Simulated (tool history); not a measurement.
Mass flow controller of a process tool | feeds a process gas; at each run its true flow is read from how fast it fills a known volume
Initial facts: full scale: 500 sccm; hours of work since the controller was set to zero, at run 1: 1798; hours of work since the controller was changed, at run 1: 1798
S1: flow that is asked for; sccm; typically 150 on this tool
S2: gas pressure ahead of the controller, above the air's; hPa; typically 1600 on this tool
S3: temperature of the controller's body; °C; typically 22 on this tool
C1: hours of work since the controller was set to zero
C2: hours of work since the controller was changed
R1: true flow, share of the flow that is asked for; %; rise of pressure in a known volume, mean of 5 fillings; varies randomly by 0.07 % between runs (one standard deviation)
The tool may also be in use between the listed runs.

run    hour   S1    S2  S3    C1    C2      R1
  1       0  150  1600  22  1798  1798   98.42
  2    55.8  150  1600  22  1829  1829   98.27
  3   155.1  150  1600  22  1885  1885   98.17
  4   247.7  150  1600  22  1937  1937   98.17
  5   302.5  150  1600  22  1967  1967   98.22
  6   359.4  150  1970  22  1999  1999   98.45
  7   452.7  150  1970  22  2052  2052   98.33
  8   524.3  150  1600  22  2092  2092   98.29
  9     611  150  1600  20  2140  2140   98.25
 10   687.6  150  1600  20  2183  2183   98.32
 11   785.3  148  1600  22  2238  2238   98.19
 12   837.7  138  2730  24  2267  2267   98.73
 13   907.6  138  2730  24  2306  2306   98.76
 14   956.2  138  2730  24  2334  2334   98.65
 15  1016.4  102  2490  22  2367  2367   99.01
 16  1121.5  260  1700  33  2426  2426   97.55
 17  1222.7  260  1700  33  2483  2483   97.61
 18  1301.4   53  2600  22  2527  2527  101.16
 19  1410.3   95  2390  28  2588  2588   99.01
 20  1493.2  243  2060  34  2634  2634   97.78
 21  1602.3  243  2060  34  2695  2695   97.69

Alternative continuations, all from the tool just after run 21; predict every row:
  A  1702  105  1750  39  2751  2751   ?
  B  1702   55  1410  33  2751  2751   ?
  C  1702  323  2570  34  2751  2751   ?
  D  1702  102  2020  24  2751  2751   ?
  E  1702  243  2060  38  2751  2751   ?

run     R1
  A  98.01
  B  100.3
  C  97.97
  D  98.87
  E  97.58
With no hidden state in the tool, these same runs would have given:
run     R1
  A  97.34
  B   97.4
  C  98.96
  D  98.13
  E  98.31
